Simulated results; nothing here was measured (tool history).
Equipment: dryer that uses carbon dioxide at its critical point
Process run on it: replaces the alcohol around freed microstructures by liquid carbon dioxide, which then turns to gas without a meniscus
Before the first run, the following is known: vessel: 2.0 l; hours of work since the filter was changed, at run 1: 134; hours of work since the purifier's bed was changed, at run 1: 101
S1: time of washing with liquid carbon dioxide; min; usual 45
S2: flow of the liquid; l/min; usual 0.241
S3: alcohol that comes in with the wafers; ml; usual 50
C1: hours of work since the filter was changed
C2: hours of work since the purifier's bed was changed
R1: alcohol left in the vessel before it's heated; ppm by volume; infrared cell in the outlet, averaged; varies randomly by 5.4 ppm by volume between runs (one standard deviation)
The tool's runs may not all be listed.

{"run": 1, "hour": 0.0, "S1": 45, "S2": 0.241, "S3": 50, "C1": 134, "C2": 101, "R1": 302}
{"run": 2, "hour": 14.1, "S1": 45, "S2": 0.241, "S3": 50, "C1": 138, "C2": 105, "R1": 306}
{"run": 3, "hour": 32.5, "S1": 31, "S2": 0.241, "S3": 50, "C1": 144, "C2": 111, "R1": 1188}
{"run": 4, "hour": 45.7, "S1": 45, "S2": 0.241, "S3": 54, "C1": 148, "C2": 115, "R1": 347}
{"run": 5, "hour": 60.1, "S1": 45, "S2": 0.241, "S3": 54, "C1": 152, "C2": 120, "R1": 363}
{"hour": 73.5, "done": "inlet filter changed"}
{"run": 6, "hour": 78.3, "S1": 45, "S2": 0.241, "S3": 54, "C1": 1, "C2": 125, "R1": 176}
{"run": 7, "hour": 90.0, "S1": 45, "S2": 0.241, "S3": 54, "C1": 5, "C2": 128, "R1": 174}
{"run": 8, "hour": 106.0, "S1": 45, "S2": 0.241, "S3": 54, "C1": 10, "C2": 133, "R1": 194}
{"run": 9, "hour": 124.6, "S1": 45, "S2": 0.241, "S3": 50, "C1": 16, "C2": 139, "R1": 178}
{"run": 10, "hour": 138.2, "S1": 45, "S2": 0.241, "S3": 50, "C1": 20, "C2": 143, "R1": 193}
{"run": 11, "hour": 155.9, "S1": 40, "S2": 0.241, "S3": 50, "C1": 25, "C2": 149, "R1": 312}
{"run": 12, "hour": 174.4, "S1": 40, "S2": 0.241, "S3": 50, "C1": 31, "C2": 154, "R1": 335}
{"run": 13, "hour": 194.2, "S1": 40, "S2": 0.241, "S3": 50, "C1": 37, "C2": 160, "R1": 334}
{"run": 14, "hour": 207.3, "S1": 40, "S2": 0.169, "S3": 50, "C1": 41, "C2": 164, "R1": 1126}
{"run": 15, "hour": 217.7, "S1": 40, "S2": 0.169, "S3": 50, "C1": 44, "C2": 168, "R1": 1173}
{"run": 16, "hour": 235.8, "S1": 45, "S2": 0.241, "S3": 50, "C1": 50, "C2": 173, "R1": 211}
{"run": 17, "hour": 244.4, "S1": 45, "S2": 0.241, "S3": 82, "C1": 52, "C2": 176, "R1": 336}
{"run": 18, "hour": 263.5, "S1": 51, "S2": 0.241, "S3": 28, "C1": 58, "C2": 182, "R1": 87}
{"run": 19, "hour": 282.7, "S1": 45, "S2": 0.217, "S3": 64, "C1": 64, "C2": 188, "R1": 444}
{"run": 20, "hour": 295.4, "S1": 45, "S2": 0.217, "S3": 64, "C1": 68, "C2": 191, "R1": 456}
{"run": 21, "hour": 310.4, "S1": 43, "S2": 0.217, "S3": 40, "C1": 73, "C2": 196, "R1": 350}
{"run": 22, "hour": 330.5, "S1": 43, "S2": 0.217, "S3": 40, "C1": 79, "C2": 202, "R1": 368}
{"run": 23, "hour": 349.4, "S1": 31, "S2": 0.241, "S3": 50, "C1": 85, "C2": 208, "R1": 986}
{"run": 24, "hour": 358.4, "S1": 31, "S2": 0.241, "S3": 29, "C1": 87, "C2": 211, "R1": 603}
{"run": 25, "hour": 367.5, "S1": 31, "S2": 0.241, "S3": 29, "C1": 90, "C2": 214, "R1": 604}
{"run": 26, "hour": 387.1, "S1": 45, "S2": 0.241, "S3": 21, "C1": 96, "C2": 220, "R1": 137}
{"run": 27, "hour": 398.9, "S1": 70, "S2": 0.153, "S3": 40, "C1": 100, "C2": 223, "R1": 240}
{"run": 28, "hour": 410.2, "S1": 28, "S2": 0.235, "S3": 85, "C1": 103, "C2": 227, "R1": 2656}
{"run": 29, "hour": 425.5, "S1": 70, "S2": 0.241, "S3": 50, "C1": 108, "C2": 231, "R1": 60}
{"run": 30, "hour": 436.2, "S1": 70, "S2": 0.241, "S3": 50, "C1": 111, "C2": 235, "R1": 63}
{"run": 31, "hour": 451.1, "S1": 70, "S2": 0.241, "S3": 50, "C1": 116, "C2": 239, "R1": 54}
{"run": 32, "hour": 463.2, "S1": 70, "S2": 0.243, "S3": 87, "C1": 120, "C2": 243, "R1": 82}
{"run": 33, "hour": 483.1, "S1": 46, "S2": 0.243, "S3": 87, "C1": 126, "C2": 249, "R1": 459}

Alternative continuations, all from the tool just after run 33; predict every row:
{"run": "A", "hour": 496.4, "S1": 45, "S2": 0.241, "S3": 70, "C1": 130, "C2": 253, "R1": "?"}
{"run": "B", "hour": 496.4, "S1": 54, "S2": 0.241, "S3": 50, "C1": 130, "C2": 253, "R1": "?"}
{"run": "C", "hour": 496.4, "S1": 45, "S2": 0.296, "S3": 50, "C1": 130, "C2": 253, "R1": "?"}

run=A R1=441
run=B R1=158
run=C R1=135
Take away the tool's hidden state, keep each run's random variation, and the runs would have read:
run=A R1=196
run=B R1=52
run=C R1=38

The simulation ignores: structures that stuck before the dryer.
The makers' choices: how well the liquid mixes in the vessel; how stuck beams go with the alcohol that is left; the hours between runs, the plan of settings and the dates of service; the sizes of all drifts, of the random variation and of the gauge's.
